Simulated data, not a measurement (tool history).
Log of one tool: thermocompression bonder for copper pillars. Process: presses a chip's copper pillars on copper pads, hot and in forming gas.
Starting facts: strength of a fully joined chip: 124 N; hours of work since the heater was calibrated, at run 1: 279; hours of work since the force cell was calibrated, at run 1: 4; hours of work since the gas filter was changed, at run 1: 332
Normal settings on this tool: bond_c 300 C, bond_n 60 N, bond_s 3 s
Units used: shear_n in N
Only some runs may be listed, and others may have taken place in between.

| run | hour | bond_c | bond_n | bond_s | hours of work since the heater was calibrated | hours of work since the force cell was calibrated | hours of work since the gas filter was changed | shear_n |
|---|---|---|---|---|---|---|---|---|
| 1 | 0.0 | 300 | 60 | 3 | 279 | 4 | 332 | 43.5 |
| 2 | 8.0 | 300 | 60 | 3 | 285 | 10 | 337 | 44.7 |
| 3 | 16.0 | 300 | 60 | 3 | 290 | 15 | 343 | 43.0 |
| 4 | 24.0 | 300 | 60 | 3 | 296 | 21 | 348 | 42.7 |
| 5 | 29.9 | 300 | 60 | 3 | 300 | 25 | 352 | 43.8 |
| 6 | 40.7 | 300 | 60 | 3 | 307 | 32 | 360 | 43.6 |
| 7 | 46.2 | 300 | 60 | 3 | 311 | 36 | 364 | 44.4 |
| 8 | 52.2 | 300 | 60 | 3 | 315 | 40 | 368 | 43.8 |
| 9 | 60.4 | 300 | 52 | 3 | 321 | 46 | 373 | 36.1 |
| 10 | 66.4 | 300 | 60 | 7 | 325 | 50 | 377 | 59.5 |
| 11 | 77.2 | 300 | 60 | 3 | 332 | 57 | 385 | 43.3 |
| 12 | 87.2 | 294 | 60 | 3 | 339 | 64 | 392 | 38.4 |
| 13 | 92.6 | 310 | 60 | 3 | 343 | 68 | 395 | 47.6 |
| 14 | 99.2 | 300 | 60 | 3 | 347 | 72 | 400 | 42.1 |
| 15 | 105.6 | 300 | 60 | 5 | 352 | 77 | 404 | 51.0 |
|  | 108.9 | forming gas filter changed |
| 16 | 110.8 | 300 | 60 | 5 | 355 | 80 | 1 | 56.7 |
| 17 | 117.5 | 300 | 60 | 5 | 360 | 85 | 6 | 57.1 |
| 18 | 123.7 | 300 | 60 | 5 | 364 | 89 | 10 | 56.2 |
| 19 | 133.3 | 300 | 39 | 2 | 371 | 95 | 17 | 24.6 |
| 20 | 141.4 | 283 | 60 | 8 | 376 | 101 | 22 | 53.9 |
| 21 | 150.0 | 283 | 60 | 8 | 382 | 107 | 28 | 52.4 |
|  | 152.3 | force cell calibrated |
| 22 | 159.9 | 270 | 36 | 2 | 388 | 5 | 34 | 13.4 |
| 23 | 169.1 | 325 | 75 | 5 | 394 | 12 | 40 | 85.7 |
| 24 | 174.5 | 325 | 75 | 5 | 398 | 15 | 44 | 83.7 |
|  | 182.3 | force cell calibrated, once more |
| 25 | 186.4 | 325 | 75 | 5 | 405 | 3 | 51 | 86.8 |
| 26 | 194.7 | 312 | 40 | 2 | 411 | 9 | 57 | 29.1 |
| 27 | 199.8 | 309 | 46 | 2 | 414 | 12 | 61 | 32.9 |
| 28 | 210.0 | 310 | 61 | 4 | 421 | 19 | 68 | 58.7 |
| 29 | 214.7 | 310 | 39 | 4 | 425 | 22 | 71 | 37.2 |
| 30 | 221.3 | 323 | 39 | 2 | 429 | 27 | 75 | 31.8 |
| 31 | 226.1 | 323 | 39 | 2 | 432 | 30 | 79 | 32.2 |
| 32 | 234.8 | 300 | 81 | 3 | 438 | 36 | 85 | 59.3 |

A few steps of shear_n between consecutive runs. Split each: what settings, incoming material and random variation would produce without the hidden state, and what is left over for the hidden state, along with gauge scatter present in only one of the two compared results (measured, and without hidden state):
Hidden conditions of the tool in this case: true temperature of the bond over the reading, C; force that reaches the chip, % of what is set; oxide that the forming gas leaves, % of the face; drift of the gauge itself on shear_n, %.
Run 15 -> 16: forming gas filter changed. shear_n +5.7 N: hidden state +4.7, all else +1.0.
Run 21 -> 22: bond_c 283 -> 270, bond_n 60 -> 36, bond_s 8 -> 2, force cell calibrated. shear_n -39.0 N: hidden state +3.4, all else -42.4.
Run 22 -> 23: bond_c 270 -> 325, bond_n 36 -> 75, bond_s 2 -> 5. shear_n +72.3 N: hidden state -3.5, all else +75.8.
Run 25 -> 26: bond_c 325 -> 312, bond_n 75 -> 40, bond_s 5 -> 2. shear_n -57.7 N: hidden state +2.3, all else -60.0.
